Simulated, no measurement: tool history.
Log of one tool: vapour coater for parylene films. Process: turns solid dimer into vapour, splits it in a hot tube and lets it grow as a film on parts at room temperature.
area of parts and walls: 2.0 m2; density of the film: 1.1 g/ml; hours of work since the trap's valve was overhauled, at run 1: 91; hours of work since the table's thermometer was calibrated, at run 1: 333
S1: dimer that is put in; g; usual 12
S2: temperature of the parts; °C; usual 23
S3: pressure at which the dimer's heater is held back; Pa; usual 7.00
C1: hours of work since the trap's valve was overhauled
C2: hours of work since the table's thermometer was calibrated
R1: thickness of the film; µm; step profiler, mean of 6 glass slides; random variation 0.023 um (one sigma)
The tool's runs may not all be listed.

run,hour,S1,S2,S3,C1,C2,R1
1,0.0,12,23,7.00,91,333,3.41
2,22.3,12,23,7.00,102,344,3.36
3,47.2,12,17,7.00,115,356,3.85
4,58.9,12,17,7.00,120,362,3.92
5,85.7,12,17,7.00,133,375,3.88
6,101.0,12,17,7.00,141,382,3.87
7,127.0,12,17,7.00,153,395,3.88
8,155.3,12,17,7.00,167,409,3.84
9,174.8,12,23,3.44,177,418,3.58
10,191.9,12,31,3.44,185,426,2.96
11,211.9,12,30,7.00,195,436,2.83
12,224.6,12,23,2.63,201,442,3.64
13,240.7,13,23,7.24,209,450,3.61
14,253.9,13,23,7.24,215,457,3.66
15,275.0,20,23,6.58,226,467,5.52
16,299.0,20,23,6.58,237,479,5.53
17,316.2,20,23,6.58,246,487,5.51
18,341.1,11,24,7.00,258,499,2.94
19,357.3,11,24,7.00,266,507,2.98
20,380.1,12,23,6.45,277,518,3.32
21,392.9,16,23,7.00,283,524,4.35
22,418.8,5,23,5.17,296,537,1.40

Forecast each of these 3 alternatives for the next run:
A,433.9,18,23,11.94,303,544,?
B,433.9,12,21,7.41,303,544,?
C,433.9,9,17,3.05,303,544,?

run,R1
A,4.61
B,3.43
C,3.10
Without the tool's hidden state the same runs would have given:
run,R1
A,4.89
B,3.63
C,3.29
